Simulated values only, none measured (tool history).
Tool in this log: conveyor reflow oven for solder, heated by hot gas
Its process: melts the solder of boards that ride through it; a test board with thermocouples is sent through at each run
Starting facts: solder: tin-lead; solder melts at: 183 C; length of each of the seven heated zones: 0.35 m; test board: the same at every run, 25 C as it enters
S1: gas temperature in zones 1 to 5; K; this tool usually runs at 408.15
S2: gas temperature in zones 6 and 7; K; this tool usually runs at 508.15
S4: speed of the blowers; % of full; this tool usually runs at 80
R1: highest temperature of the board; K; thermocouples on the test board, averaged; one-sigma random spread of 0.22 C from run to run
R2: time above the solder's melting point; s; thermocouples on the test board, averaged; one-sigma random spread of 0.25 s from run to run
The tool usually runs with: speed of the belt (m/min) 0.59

{"run": 1, "day": 0.0, "S1": 408.15, "S2": 508.15, "speed of the belt (m/min)": 0.59, "S4": 80, "R1": 494.85, "R2": 56}
{"run": 2, "day": 0.721, "S1": 408.15, "S2": 508.15, "speed of the belt (m/min)": 0.59, "S4": 80, "R1": 495.05, "R2": 56.2}
{"run": 3, "day": 1.5, "S1": 408.15, "S2": 508.15, "speed of the belt (m/min)": 0.59, "S4": 80, "R1": 494.85, "R2": 56.2}
{"run": 4, "day": 2.367, "S1": 408.15, "S2": 508.15, "speed of the belt (m/min)": 0.59, "S4": 80, "R1": 494.85, "R2": 56.1}
{"run": 5, "day": 2.95, "S1": 408.15, "S2": 508.15, "speed of the belt (m/min)": 0.59, "S4": 80, "R1": 494.85, "R2": 55.9}
{"run": 6, "day": 3.892, "S1": 408.15, "S2": 508.15, "speed of the belt (m/min)": 0.59, "S4": 80, "R1": 495.15, "R2": 56}
{"run": 7, "day": 4.792, "S1": 405.15, "S2": 508.15, "speed of the belt (m/min)": 0.59, "S4": 80, "R1": 494.35, "R2": 54.5}
{"run": 8, "day": 5.333, "S1": 404.15, "S2": 510.15, "speed of the belt (m/min)": 0.59, "S4": 80, "R1": 496.25, "R2": 55.4}
{"run": 9, "day": 6.25, "S1": 404.15, "S2": 510.15, "speed of the belt (m/min)": 0.59, "S4": 80, "R1": 495.85, "R2": 55.2}
{"run": 10, "day": 6.862, "S1": 404.15, "S2": 510.15, "speed of the belt (m/min)": 0.59, "S4": 80, "R1": 496.05, "R2": 55.6}
{"run": 11, "day": 7.938, "S1": 404.15, "S2": 510.15, "speed of the belt (m/min)": 0.59, "S4": 80, "R1": 495.95, "R2": 55.8}
{"run": 12, "day": 8.604, "S1": 398.15, "S2": 507.15, "speed of the belt (m/min)": 0.673, "S4": 80, "R1": 488.35, "R2": 42.1}

Between the runs listed above, the log contained 2 entries, not reproduced here. Where in the sequence does each belong, and how does what the log doesn't record of the tool's condition differ from the listed run before to the listed run after?
Run 6 -> run 7: flux residue cleaned out of gas plates and filters (day 4.167)
  heat that the gas passes to the board, % of a clean oven's: 98.7 -> 97.8; belt's true speed, % of the reading: 99.7 -> 99.68; true gas temperature in zones 6 and 7 over the reading, C: 1.42 -> 1.44
  measured less the result without the state, R1: +1 -> +0.8 K; R2: +0.7 -> +0.6 s
Run 11 -> run 12: flux residue cleaned out of gas plates and filters, once more (day 8.408)
  heat that the gas passes to the board, % of a clean oven's: 97.3 -> 99.3; belt's true speed, % of the reading: 99.59 -> 99.58; true gas temperature in zones 6 and 7 over the reading, C: 1.55 -> 1.57
  measured less the result without the state, R1: +0.8 -> +1.2 K; R2: +0.6 -> +1 s
